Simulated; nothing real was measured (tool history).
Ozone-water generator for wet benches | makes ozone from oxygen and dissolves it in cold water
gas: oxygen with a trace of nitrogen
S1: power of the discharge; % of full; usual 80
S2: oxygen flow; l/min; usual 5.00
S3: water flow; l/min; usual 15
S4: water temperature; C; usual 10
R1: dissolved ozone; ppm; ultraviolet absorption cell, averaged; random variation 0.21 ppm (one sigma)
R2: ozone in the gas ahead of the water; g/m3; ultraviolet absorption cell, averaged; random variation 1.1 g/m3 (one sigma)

run	hour	S1	S2	S3	S4	R1	R2
1	0.0	80	5.00	15	10	28.8	187.8
2	42.8	80	5.00	15	10	28.5	186.1
3	112.1	80	5.00	15	10	29.0	188.8
4	163.7	46	5.00	15	10	21.6	140.0
5	232.2	80	5.00	15	10	28.7	188.7
6	269.8	80	5.00	14	10	30.4	188.0
7	313.0	80	5.00	12	10	33.9	187.6
8	344.8	80	5.00	12	10	34.0	186.7
9	412.7	80	5.00	12	10	33.8	186.7
10	453.9	80	5.00	12	10	33.6	187.7
11	486.6	80	5.00	12	10	33.5	187.8
12	522.1	80	5.00	12	10	33.6	186.8
13	578.8	80	5.00	15	10	28.4	187.3
14	637.2	80	5.00	15	10	28.2	183.9
15	690.4	80	5.00	15	10	28.3	185.0
16	735.4	80	5.00	15	10	28.5	185.9
17	787.1	80	5.00	15	10	28.9	185.2
18	858.4	80	5.00	15	10	28.6	185.4
19	911.6	80	5.00	15	10	28.2	183.3
20	965.6	72	5.00	10	15	32.6	176.6
21	1021.9	82	4.64	10	15	35.5	195.6
22	1067.2	82	4.64	10	15	35.6	196.8
23	1140.1	80	5.00	16	15	24.7	184.9
24	1174.9	80	5.00	16	15	24.6	183.9
25	1224.4	80	5.00	16	15	24.5	184.3
26	1268.0	80	5.00	11	9	35.9	183.3
27	1334.5	43	5.00	11	6	27.2	134.2
28	1387.8	46	4.67	15	10	20.9	143.4
29	1422.4	46	4.67	15	10	21.2	145.6
30	1474.2	46	4.67	15	10	21.2	143.6
31	1510.2	46	4.67	15	10	21.1	144.3
32	1543.2	81	4.14	22	5	21.0	208.6
33	1577.8	80	5.00	14	10	29.2	184.2
34	1616.2	47	5.00	14	10	22.3	138.3

Forecast each of these 3 alternatives for the next run:
A	1690.0	54	5.00	14	10	?	?
B	1690.0	97	5.00	12	6	?	?
C	1690.0	47	2.58	9	13	?	?

run	R1	R2
A	24.0	149.7
B	38.0	202.3
C	31.6	214.9
Without the tool's hidden state the same runs would have given:
run	R1	R2
A	25.6	157.0
B	41.3	215.9
C	33.4	224.5
